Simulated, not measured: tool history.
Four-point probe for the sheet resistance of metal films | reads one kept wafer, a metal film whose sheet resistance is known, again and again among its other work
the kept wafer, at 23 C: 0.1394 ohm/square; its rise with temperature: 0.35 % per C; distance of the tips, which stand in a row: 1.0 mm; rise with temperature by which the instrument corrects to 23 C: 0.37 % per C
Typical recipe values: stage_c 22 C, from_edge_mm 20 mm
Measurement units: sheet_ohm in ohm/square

run 1 hour=0 | stage_c=22 from_edge_mm=20 | sheet_ohm=0.140517
run 2 hour=25.5 | stage_c=19 from_edge_mm=20 | sheet_ohm=0.140712
run 3 hour=49.5 | stage_c=19 from_edge_mm=20 | sheet_ohm=0.140681
run 4 hour=77.6 | stage_c=19 from_edge_mm=20 | sheet_ohm=0.140777
run 5 hour=109.9 | stage_c=21 from_edge_mm=20 | sheet_ohm=0.140654
run 6 hour=143.4 | stage_c=22 from_edge_mm=20 | sheet_ohm=0.140635
run 7 hour=166.3 | stage_c=22 from_edge_mm=20 | sheet_ohm=0.140653
run 8 hour=194.8 | stage_c=35 from_edge_mm=41 | sheet_ohm=0.140139
run 9 hour=210.6 | stage_c=20 from_edge_mm=20 | sheet_ohm=0.140782
run 10 hour=238.1 | stage_c=18 from_edge_mm=47 | sheet_ohm=0.140717

Run 11, settings as shown, results not yet in. Your forecast:
run 11 hour=261.9 | stage_c=28 from_edge_mm=5 | sheet_ohm=?

sheet_ohm: 0.143327 ohm/square
Minus the tool's unlogged condition, the same run would have read sheet_ohm 0.142203 ohm/square.

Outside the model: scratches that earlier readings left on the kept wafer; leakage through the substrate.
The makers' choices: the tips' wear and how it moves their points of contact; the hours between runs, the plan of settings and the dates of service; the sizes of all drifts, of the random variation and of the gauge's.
